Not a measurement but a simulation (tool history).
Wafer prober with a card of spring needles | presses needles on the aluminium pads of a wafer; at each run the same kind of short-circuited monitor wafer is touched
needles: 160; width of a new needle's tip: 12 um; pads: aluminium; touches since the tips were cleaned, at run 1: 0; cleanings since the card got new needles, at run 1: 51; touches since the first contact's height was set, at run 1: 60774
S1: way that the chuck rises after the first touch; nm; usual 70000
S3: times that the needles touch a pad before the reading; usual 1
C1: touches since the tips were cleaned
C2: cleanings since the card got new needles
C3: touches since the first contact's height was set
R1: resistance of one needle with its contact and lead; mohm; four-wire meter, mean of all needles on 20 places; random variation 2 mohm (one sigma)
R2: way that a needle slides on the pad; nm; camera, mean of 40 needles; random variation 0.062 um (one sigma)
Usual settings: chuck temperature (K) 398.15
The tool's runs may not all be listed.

run 1 hour=0 | S1=70000 chuck_temperature_(K)=398.15 S3=1 | C1=0 C2=51 C3=60774 | R1=221 R2=13370
-- hour=18 tips cleaned on abrasive film
-- hour=36.1 tips cleaned on abrasive film
run 2 hour=36.3 | S1=70000 chuck_temperature_(K)=398.15 S3=1 | C1=73 C2=53 C3=73991 | R1=214 R2=13410
-- hour=55.9 tips cleaned on abrasive film
run 3 hour=62.3 | S1=70000 chuck_temperature_(K)=398.15 S3=1 | C1=2326 C2=54 C3=83453 | R1=216 R2=13400
-- hour=74.2 tips cleaned on abrasive film
-- hour=92.7 tips cleaned on abrasive film
run 4 hour=92.8 | S1=70000 chuck_temperature_(K)=398.15 S3=1 | C1=34 C2=56 C3=94548 | R1=216 R2=13380
-- hour=111.4 tips cleaned on abrasive film
run 5 hour=128.8 | S1=70000 chuck_temperature_(K)=398.15 S3=1 | C1=6373 C2=57 C3=107693 | R1=219 R2=13300
-- hour=132.1 tips cleaned on abrasive film
-- hour=150.7 tips cleaned on abrasive film
run 6 hour=161.4 | S1=70000 chuck_temperature_(K)=398.15 S3=1 | C1=3914 C2=59 C3=119548 | R1=219 R2=13440
-- hour=168.6 tips cleaned on abrasive film
-- hour=186.8 tips cleaned on abrasive film
run 7 hour=191.6 | S1=85000 chuck_temperature_(K)=398.15 S3=1 | C1=1739 C2=61 C3=130521 | R1=213 R2=16190
-- hour=205 tips cleaned on abrasive film
-- hour=223.3 tips cleaned on abrasive film
run 8 hour=225.2 | S1=69000 chuck_temperature_(K)=358.15 S3=3 | C1=699 C2=63 C3=142755 | R1=210 R2=13150
-- hour=244 tips cleaned on abrasive film
run 9 hour=252.1 | S1=53000 chuck_temperature_(K)=358.15 S3=3 | C1=2939 C2=64 C3=152555 | R1=218 R2=10110
-- hour=262.3 tips cleaned on abrasive film
run 10 hour=270.3 | S1=70000 chuck_temperature_(K)=352.15 S3=2 | C1=2929 C2=65 C3=159197 | R1=210 R2=13360

3 ways to go on from here, each from the tool as it stands after run 10. What would each give?
-- hour=280.6 tips cleaned on abrasive film
-- hour=286.6 height of the first contact set anew
run A hour=290.9 | S1=70000 chuck_temperature_(K)=380.15 S3=1 | C1=3659 C2=66 C3=1555 | R1=? R2=?
-- hour=280.6 tips cleaned on abrasive film
-- hour=286.6 height of the first contact set anew
run B hour=290.9 | S1=70000 chuck_temperature_(K)=378.15 S3=2 | C1=3659 C2=66 C3=1555 | R1=? R2=?
-- hour=280.6 tips cleaned on abrasive film
-- hour=286.6 height of the first contact set anew
run C hour=290.9 | S1=70000 chuck_temperature_(K)=304.15 S3=3 | C1=3659 C2=66 C3=1555 | R1=? R2=?

run=A R1=211 R2=13350
run=B R1=213 R2=13390
run=C R1=202 R2=13300
Without the tool's hidden state the same runs would have given:
run=A R1=211 R2=13240
run=B R1=213 R2=13280
run=C R1=202 R2=13190
